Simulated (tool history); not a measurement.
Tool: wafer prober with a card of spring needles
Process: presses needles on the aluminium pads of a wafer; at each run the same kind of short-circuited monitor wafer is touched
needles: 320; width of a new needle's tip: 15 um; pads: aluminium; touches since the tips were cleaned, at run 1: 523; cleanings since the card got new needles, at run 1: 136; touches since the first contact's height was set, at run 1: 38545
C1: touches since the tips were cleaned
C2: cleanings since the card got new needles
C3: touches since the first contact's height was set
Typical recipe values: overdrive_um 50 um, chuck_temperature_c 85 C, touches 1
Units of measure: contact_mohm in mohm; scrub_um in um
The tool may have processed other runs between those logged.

{"run": 1, "day": 0.0, "overdrive_um": 50, "chuck_temperature_c": 85, "touches": 1, "C1": 523, "C2": 136, "C3": 38545, "contact_mohm": 309, "scrub_um": 8.95}
{"day": 0.425, "done": "tips cleaned on abrasive film"}
{"day": 0.946, "done": "tips cleaned on abrasive film"}
{"day": 1.504, "done": "tips cleaned on abrasive film"}
{"day": 1.95, "done": "tips cleaned on abrasive film"}
{"run": 2, "day": 2.171, "overdrive_um": 41, "chuck_temperature_c": 85, "touches": 1, "C1": 950, "C2": 140, "C3": 47914, "contact_mohm": 341, "scrub_um": 7.23}
{"day": 2.496, "done": "tips cleaned on abrasive film"}
{"day": 3.017, "done": "tips cleaned on abrasive film"}
{"day": 3.538, "done": "tips cleaned on abrasive film"}
{"run": 3, "day": 3.771, "overdrive_um": 41, "chuck_temperature_c": 85, "touches": 1, "C1": 1005, "C2": 143, "C3": 54819, "contact_mohm": 332, "scrub_um": 7.16}
{"day": 4.088, "done": "tips cleaned on abrasive film"}
{"day": 4.646, "done": "tips cleaned on abrasive film"}
{"day": 5.2, "done": "tips cleaned on abrasive film"}
{"run": 4, "day": 5.617, "overdrive_um": 41, "chuck_temperature_c": 85, "touches": 1, "C1": 1799, "C2": 146, "C3": 62795, "contact_mohm": 360, "scrub_um": 7.05}
{"day": 5.729, "done": "tips cleaned on abrasive film"}
{"day": 6.275, "done": "tips cleaned on abrasive film"}
{"day": 6.808, "done": "tips cleaned on abrasive film"}
{"day": 7.362, "done": "tips cleaned on abrasive film"}
{"run": 5, "day": 7.475, "overdrive_um": 41, "chuck_temperature_c": 85, "touches": 1, "C1": 485, "C2": 150, "C3": 70812, "contact_mohm": 323, "scrub_um": 7.02}
{"day": 7.908, "done": "tips cleaned on abrasive film"}
{"day": 8.446, "done": "tips cleaned on abrasive film"}
{"run": 6, "day": 8.504, "overdrive_um": 41, "chuck_temperature_c": 85, "touches": 1, "C1": 262, "C2": 152, "C3": 75260, "contact_mohm": 318, "scrub_um": 6.95}
{"day": 8.925, "done": "tips cleaned on abrasive film"}
{"day": 9.392, "done": "tips cleaned on abrasive film"}
{"run": 7, "day": 9.392, "overdrive_um": 38, "chuck_temperature_c": 85, "touches": 1, "C1": 0, "C2": 154, "C3": 79091, "contact_mohm": 309, "scrub_um": 6.42}
{"day": 9.942, "done": "tips cleaned on abrasive film"}
{"day": 10.475, "done": "tips cleaned on abrasive film"}
{"day": 11.012, "done": "tips cleaned on abrasive film"}
{"run": 8, "day": 11.2, "overdrive_um": 38, "chuck_temperature_c": 85, "touches": 3, "C1": 810, "C2": 157, "C3": 86898, "contact_mohm": 322, "scrub_um": 6.33}
{"day": 11.533, "done": "tips cleaned on abrasive film"}
{"day": 12.058, "done": "tips cleaned on abrasive film"}
{"run": 9, "day": 12.346, "overdrive_um": 38, "chuck_temperature_c": 85, "touches": 3, "C1": 1236, "C2": 159, "C3": 91842, "contact_mohm": 329, "scrub_um": 6.3}
{"day": 12.467, "done": "height of the first contact set anew"}
{"day": 12.583, "done": "tips cleaned on abrasive film"}
{"day": 13.138, "done": "tips cleaned on abrasive film"}
{"day": 13.667, "done": "tips cleaned on abrasive film"}
{"day": 14.117, "done": "tips cleaned on abrasive film"}
{"run": 10, "day": 14.508, "overdrive_um": 38, "chuck_temperature_c": 85, "touches": 3, "C1": 1717, "C2": 163, "C3": 8817, "contact_mohm": 336, "scrub_um": 6.01}
{"day": 14.617, "done": "tips cleaned on abrasive film"}
{"day": 15.062, "done": "tips cleaned on abrasive film"}
{"day": 15.617, "done": "tips cleaned on abrasive film"}
{"run": 11, "day": 15.783, "overdrive_um": 38, "chuck_temperature_c": 85, "touches": 3, "C1": 713, "C2": 166, "C3": 14300, "contact_mohm": 327, "scrub_um": 5.96}
{"day": 16.096, "done": "tips cleaned on abrasive film"}
{"day": 16.633, "done": "tips cleaned on abrasive film"}
{"day": 17.171, "done": "tips cleaned on abrasive film"}
{"day": 17.621, "done": "tips cleaned on abrasive film"}
{"run": 12, "day": 17.621, "overdrive_um": 38, "chuck_temperature_c": 42, "touches": 3, "C1": 0, "C2": 170, "C3": 22223, "contact_mohm": 294, "scrub_um": 5.93}
{"day": 18.171, "done": "tips cleaned on abrasive film"}
{"day": 18.625, "done": "tips cleaned on abrasive film"}
{"run": 13, "day": 18.625, "overdrive_um": 38, "chuck_temperature_c": 42, "touches": 3, "C1": 0, "C2": 172, "C3": 26554, "contact_mohm": 296, "scrub_um": 5.8}
{"day": 19.179, "done": "tips cleaned on abrasive film"}
{"day": 19.738, "done": "tips cleaned on abrasive film"}
{"day": 20.254, "done": "tips cleaned on abrasive film"}
{"day": 20.762, "done": "tips cleaned on abrasive film"}
{"run": 14, "day": 20.762, "overdrive_um": 33, "chuck_temperature_c": 85, "touches": 2, "C1": 0, "C2": 176, "C3": 35786, "contact_mohm": 325, "scrub_um": 4.86}
{"day": 21.304, "done": "tips cleaned on abrasive film"}
{"day": 21.842, "done": "tips cleaned on abrasive film"}
{"day": 22.375, "done": "tips cleaned on abrasive film"}
{"run": 15, "day": 22.383, "overdrive_um": 33, "chuck_temperature_c": 67, "touches": 1, "C1": 39, "C2": 179, "C3": 42790, "contact_mohm": 328, "scrub_um": 4.76}
{"day": 22.892, "done": "tips cleaned on abrasive film"}
{"run": 16, "day": 23.333, "overdrive_um": 62, "chuck_temperature_c": 48, "touches": 3, "C1": 1918, "C2": 180, "C3": 46905, "contact_mohm": 293, "scrub_um": 10.17}
{"day": 23.45, "done": "tips cleaned on abrasive film"}
{"day": 23.992, "done": "tips cleaned on abrasive film"}
{"day": 24.225, "done": "height of the first contact set anew, once more"}
{"day": 24.554, "done": "tips cleaned on abrasive film"}
{"run": 17, "day": 24.583, "overdrive_um": 52, "chuck_temperature_c": 29, "touches": 1, "C1": 137, "C2": 183, "C3": 1554, "contact_mohm": 288, "scrub_um": 9.62}
{"day": 25.029, "done": "tips cleaned on abrasive film"}
{"day": 25.575, "done": "tips cleaned on abrasive film"}
{"run": 18, "day": 25.608, "overdrive_um": 54, "chuck_temperature_c": 90, "touches": 1, "C1": 146, "C2": 185, "C3": 5979, "contact_mohm": 302, "scrub_um": 9.95}
{"day": 26.046, "done": "tips cleaned on abrasive film"}
{"day": 26.567, "done": "tips cleaned on abrasive film"}
{"day": 27.05, "done": "tips cleaned on abrasive film"}
{"run": 19, "day": 27.05, "overdrive_um": 50, "chuck_temperature_c": 77, "touches": 1, "C1": 0, "C2": 188, "C3": 12189, "contact_mohm": 299, "scrub_um": 9.18}
{"day": 27.604, "done": "tips cleaned on abrasive film"}
{"day": 28.154, "done": "tips cleaned on abrasive film"}
{"day": 28.683, "done": "tips cleaned on abrasive film"}
{"run": 20, "day": 28.933, "overdrive_um": 50, "chuck_temperature_c": 77, "touches": 1, "C1": 1085, "C2": 191, "C3": 20331, "contact_mohm": 326, "scrub_um": 9.09}
{"day": 29.158, "done": "tips cleaned on abrasive film"}
{"day": 29.717, "done": "tips cleaned on abrasive film"}
{"day": 30.254, "done": "tips cleaned on abrasive film"}
{"day": 30.808, "done": "tips cleaned on abrasive film"}
{"run": 21, "day": 30.925, "overdrive_um": 45, "chuck_temperature_c": 115, "touches": 1, "C1": 508, "C2": 195, "C3": 28928, "contact_mohm": 333, "scrub_um": 8.11}
{"day": 31.338, "done": "tips cleaned on abrasive film"}
{"day": 31.892, "done": "tips cleaned on abrasive film"}
{"run": 22, "day": 32.146, "overdrive_um": 63, "chuck_temperature_c": 60, "touches": 2, "C1": 1095, "C2": 197, "C3": 34199, "contact_mohm": 295, "scrub_um": 11.47}
{"day": 32.371, "done": "tips cleaned on abrasive film"}
{"day": 32.925, "done": "tips cleaned on abrasive film"}
{"day": 33.467, "done": "tips cleaned on abrasive film"}
{"run": 23, "day": 33.517, "overdrive_um": 63, "chuck_temperature_c": 60, "touches": 2, "C1": 217, "C2": 200, "C3": 40112, "contact_mohm": 289, "scrub_um": 11.39}
{"day": 33.958, "done": "tips cleaned on abrasive film"}
{"day": 34.512, "done": "tips cleaned on abrasive film"}
{"run": 24, "day": 34.65, "overdrive_um": 47, "chuck_temperature_c": 81, "touches": 2, "C1": 597, "C2": 202, "C3": 45017, "contact_mohm": 313, "scrub_um": 8.37}
{"day": 34.988, "done": "tips cleaned on abrasive film"}
{"day": 35.508, "done": "tips cleaned on abrasive film"}
{"day": 36.05, "done": "tips cleaned on abrasive film"}
{"run": 25, "day": 36.438, "overdrive_um": 59, "chuck_temperature_c": 35, "touches": 2, "C1": 1691, "C2": 205, "C3": 52731, "contact_mohm": 305, "scrub_um": 10.55}
{"day": 36.55, "done": "tips cleaned on abrasive film"}
{"day": 37.0, "done": "tips cleaned on abrasive film"}
{"day": 37.538, "done": "tips cleaned on abrasive film"}
{"day": 38.05, "done": "tips cleaned on abrasive film"}
{"run": 26, "day": 38.05, "overdrive_um": 40, "chuck_temperature_c": 57, "touches": 1, "C1": 0, "C2": 209, "C3": 59676, "contact_mohm": 307, "scrub_um": 6.88}

What differs in the tool's unlogged condition from the final listed run ahead of each entry between runs to the first listed run following it?
From run 1 to run 2: tips cleaned on abrasive film (day 0.425); tips cleaned on abrasive film (day 0.946); tips cleaned on abrasive film (day 1.504); tips cleaned on abrasive film (day 1.95)
  debris on the tips, nm: 20.6 -> 33.2; way that the needles fall short of the set height, um: 1.69 -> 2.16; tips' diameter, um: 19.81 -> 19.97
  the result without the hidden state subtracted from the measured one, contact_mohm: +22 -> +48 mohm; scrub_um: -0.31 -> -0.4 um
From run 2 to run 3: tips cleaned on abrasive film (day 2.496); tips cleaned on abrasive film (day 3.017); tips cleaned on abrasive film (day 3.538)
  debris on the tips, nm: 33.2 -> 28.2; way that the needles fall short of the set height, um: 2.16 -> 2.49; tips' diameter, um: 19.97 -> 20.09
  the result without the hidden state subtracted from the measured one, contact_mohm: +48 -> +43 mohm; scrub_um: -0.4 -> -0.47 um
From run 3 to run 4: tips cleaned on abrasive film (day 4.088); tips cleaned on abrasive film (day 4.646); tips cleaned on abrasive film (day 5.2)
  debris on the tips, nm: 28.2 -> 44.7; way that the needles fall short of the set height, um: 2.49 -> 2.81; tips' diameter, um: 20.09 -> 20.2
  the result without the hidden state subtracted from the measured one, contact_mohm: +43 -> +66 mohm; scrub_um: -0.47 -> -0.52 um
From run 4 to run 5: tips cleaned on abrasive film (day 5.729); tips cleaned on abrasive film (day 6.275); tips cleaned on abrasive film (day 6.808); tips cleaned on abrasive film (day 7.362)
  debris on the tips, nm: 44.7 -> 16.7; way that the needles fall short of the set height, um: 2.81 -> 3.22; tips' diameter, um: 20.2 -> 20.34
  the result without the hidden state subtracted from the measured one, contact_mohm: +66 -> +31 mohm; scrub_um: -0.52 -> -0.6 um
From run 5 to run 6: tips cleaned on abrasive film (day 7.908); tips cleaned on abrasive film (day 8.446)
  debris on the tips, nm: 16.7 -> 11.3; way that the needles fall short of the set height, um: 3.22 -> 3.47; tips' diameter, um: 20.34 -> 20.43
  the result without the hidden state subtracted from the measured one, contact_mohm: +31 -> +25 mohm; scrub_um: -0.6 -> -0.64 um
From run 6 to run 7: tips cleaned on abrasive film (day 8.925); tips cleaned on abrasive film (day 9.392)
  debris on the tips, nm: 11.3 -> 2.9; way that the needles fall short of the set height, um: 3.47 -> 3.65; tips' diameter, um: 20.43 -> 20.49
  the result without the hidden state subtracted from the measured one, contact_mohm: +25 -> +16 mohm; scrub_um: -0.64 -> -0.68 um
From run 7 to run 8: tips cleaned on abrasive film (day 9.942); tips cleaned on abrasive film (day 10.475); tips cleaned on abrasive film (day 11.012)
  debris on the tips, nm: 2.9 -> 29.6; way that the needles fall short of the set height, um: 3.65 -> 3.97; tips' diameter, um: 20.49 -> 20.61
  the result without the hidden state subtracted from the measured one, contact_mohm: +16 -> +29 mohm; scrub_um: -0.68 -> -0.73 um
From run 8 to run 9: tips cleaned on abrasive film (day 11.533); tips cleaned on abrasive film (day 12.058)
  debris on the tips, nm: 29.6 -> 37.1; way that the needles fall short of the set height, um: 3.97 -> 4.19; tips' diameter, um: 20.61 -> 20.68
  the result without the hidden state subtracted from the measured one, contact_mohm: +29 -> +34 mohm; scrub_um: -0.73 -> -0.77 um
From run 9 to run 10: height of the first contact set anew (day 12.467); tips cleaned on abrasive film (day 12.583); tips cleaned on abrasive film (day 13.138); tips cleaned on abrasive film (day 13.667); tips cleaned on abrasive film (day 14.117)
  debris on the tips, nm: 37.1 -> 44.9; way that the needles fall short of the set height, um: 4.19 -> 5.69; tips' diameter, um: 20.68 -> 20.81
  the result without the hidden state subtracted from the measured one, contact_mohm: +34 -> +43 mohm; scrub_um: -0.77 -> -1.06 um
From run 10 to run 11: tips cleaned on abrasive film (day 14.617); tips cleaned on abrasive film (day 15.062); tips cleaned on abrasive film (day 15.617)
  debris on the tips, nm: 44.9 -> 19.9; way that the needles fall short of the set height, um: 5.69 -> 6.01; tips' diameter, um: 20.81 -> 20.92
  the result without the hidden state subtracted from the measured one, contact_mohm: +43 -> +28 mohm; scrub_um: -1.06 -> -1.12 um
From run 11 to run 12: tips cleaned on abrasive film (day 16.096); tips cleaned on abrasive film (day 16.633); tips cleaned on abrasive film (day 17.171); tips cleaned on abrasive film (day 17.621)
  debris on the tips, nm: 19.9 -> 2.9; way that the needles fall short of the set height, um: 6.01 -> 6.45; tips' diameter, um: 20.92 -> 21.08
  the result without the hidden state subtracted from the measured one, contact_mohm: +28 -> +16 mohm; scrub_um: -1.12 -> -1.2 um
From run 12 to run 13: tips cleaned on abrasive film (day 18.171); tips cleaned on abrasive film (day 18.625)
  debris on the tips, nm: 2.9 -> 5; way that the needles fall short of the set height, um: 6.45 -> 6.65; tips' diameter, um: 21.08 -> 21.15
  the result without the hidden state subtracted from the measured one, contact_mohm: +16 -> +17 mohm; scrub_um: -1.2 -> -1.24 um
From run 13 to run 14: tips cleaned on abrasive film (day 19.179); tips cleaned on abrasive film (day 19.738); tips cleaned on abrasive film (day 20.254); tips cleaned on abrasive film (day 20.762)
  debris on the tips, nm: 5 -> 4; way that the needles fall short of the set height, um: 6.65 -> 7.02; tips' diameter, um: 21.15 -> 21.27
  the result without the hidden state subtracted from the measured one, contact_mohm: +17 -> +27 mohm; scrub_um: -1.24 -> -1.3 um
From run 14 to run 15: tips cleaned on abrasive film (day 21.304); tips cleaned on abrasive film (day 21.842); tips cleaned on abrasive film (day 22.375)
  debris on the tips, nm: 4 -> 5.2; way that the needles fall short of the set height, um: 7.02 -> 7.32; tips' diameter, um: 21.27 -> 21.38
  the result without the hidden state subtracted from the measured one, contact_mohm: +27 -> +36 mohm; scrub_um: -1.3 -> -1.36 um
From run 15 to run 16: tips cleaned on abrasive film (day 22.892)
  debris on the tips, nm: 5.2 -> 46.9; way that the needles fall short of the set height, um: 7.32 -> 7.4; tips' diameter, um: 21.38 -> 21.41
  the result without the hidden state subtracted from the measured one, contact_mohm: +36 -> +20 mohm; scrub_um: -1.36 -> -1.38 um
From run 16 to run 17: tips cleaned on abrasive film (day 23.45); tips cleaned on abrasive film (day 23.992); height of the first contact set anew, once more (day 24.225); tips cleaned on abrasive film (day 24.554)
  debris on the tips, nm: 46.9 -> 9.8; way that the needles fall short of the set height, um: 7.4 -> 0.12; tips' diameter, um: 21.41 -> 21.51
  the result without the hidden state subtracted from the measured one, contact_mohm: +20 -> +14 mohm; scrub_um: -1.38 -> -0.03 um
From run 17 to run 18: tips cleaned on abrasive film (day 25.029); tips cleaned on abrasive film (day 25.575)
  debris on the tips, nm: 9.8 -> 9.6; way that the needles fall short of the set height, um: 0.12 -> 0.31; tips' diameter, um: 21.51 -> 21.58
  the result without the hidden state subtracted from the measured one, contact_mohm: +14 -> +14 mohm; scrub_um: -0.03 -> -0.05 um
From run 18 to run 19: tips cleaned on abrasive film (day 26.046); tips cleaned on abrasive film (day 26.567); tips cleaned on abrasive film (day 27.05)
  debris on the tips, nm: 9.6 -> 4.4; way that the needles fall short of the set height, um: 0.31 -> 0.59; tips' diameter, um: 21.58 -> 21.68
  the result without the hidden state subtracted from the measured one, contact_mohm: +14 -> +11 mohm; scrub_um: -0.05 -> -0.11 um
From run 19 to run 20: tips cleaned on abrasive film (day 27.604); tips cleaned on abrasive film (day 28.154); tips cleaned on abrasive film (day 28.683)
  debris on the tips, nm: 4.4 -> 31.9; way that the needles fall short of the set height, um: 0.59 -> 0.92; tips' diameter, um: 21.68 -> 21.79
  the result without the hidden state subtracted from the measured one, contact_mohm: +11 -> +37 mohm; scrub_um: -0.11 -> -0.17 um
From run 20 to run 21: tips cleaned on abrasive film (day 29.158); tips cleaned on abrasive film (day 29.717); tips cleaned on abrasive film (day 30.254); tips cleaned on abrasive film (day 30.808)
  debris on the tips, nm: 31.9 -> 19.1; way that the needles fall short of the set height, um: 0.92 -> 1.31; tips' diameter, um: 21.79 -> 21.93
  the result without the hidden state subtracted from the measured one, contact_mohm: +37 -> +31 mohm; scrub_um: -0.17 -> -0.24 um
From run 21 to run 22: tips cleaned on abrasive film (day 31.338); tips cleaned on abrasive film (day 31.892)
  debris on the tips, nm: 19.1 -> 35.4; way that the needles fall short of the set height, um: 1.31 -> 1.5; tips' diameter, um: 21.93 -> 22
  the result without the hidden state subtracted from the measured one, contact_mohm: +31 -> +19 mohm; scrub_um: -0.24 -> -0.28 um
From run 22 to run 23: tips cleaned on abrasive film (day 32.371); tips cleaned on abrasive film (day 32.925); tips cleaned on abrasive film (day 33.467)
  debris on the tips, nm: 35.4 -> 12.4; way that the needles fall short of the set height, um: 1.5 -> 1.78; tips' diameter, um: 22 -> 22.1
  the result without the hidden state subtracted from the measured one, contact_mohm: +19 -> +11 mohm; scrub_um: -0.28 -> -0.33 um
From run 23 to run 24: tips cleaned on abrasive film (day 33.958); tips cleaned on abrasive film (day 34.512)
  debris on the tips, nm: 12.4 -> 21.8; way that the needles fall short of the set height, um: 1.78 -> 1.99; tips' diameter, um: 22.1 -> 22.17
  the result without the hidden state subtracted from the measured one, contact_mohm: +11 -> +24 mohm; scrub_um: -0.33 -> -0.37 um
From run 24 to run 25: tips cleaned on abrasive film (day 34.988); tips cleaned on abrasive film (day 35.508); tips cleaned on abrasive film (day 36.05)
  debris on the tips, nm: 21.8 -> 48; way that the needles fall short of the set height, um: 1.99 -> 2.31; tips' diameter, um: 22.17 -> 22.28
  the result without the hidden state subtracted from the measured one, contact_mohm: +24 -> +29 mohm; scrub_um: -0.37 -> -0.43 um
From run 25 to run 26: tips cleaned on abrasive film (day 36.55); tips cleaned on abrasive film (day 37); tips cleaned on abrasive film (day 37.538); tips cleaned on abrasive film (day 38.05)
  debris on the tips, nm: 48 -> 4.2; way that the needles fall short of the set height, um: 2.31 -> 2.72; tips' diameter, um: 22.28 -> 22.42
  the result without the hidden state subtracted from the measured one, contact_mohm: +29 -> +18 mohm; scrub_um: -0.43 -> -0.5 um
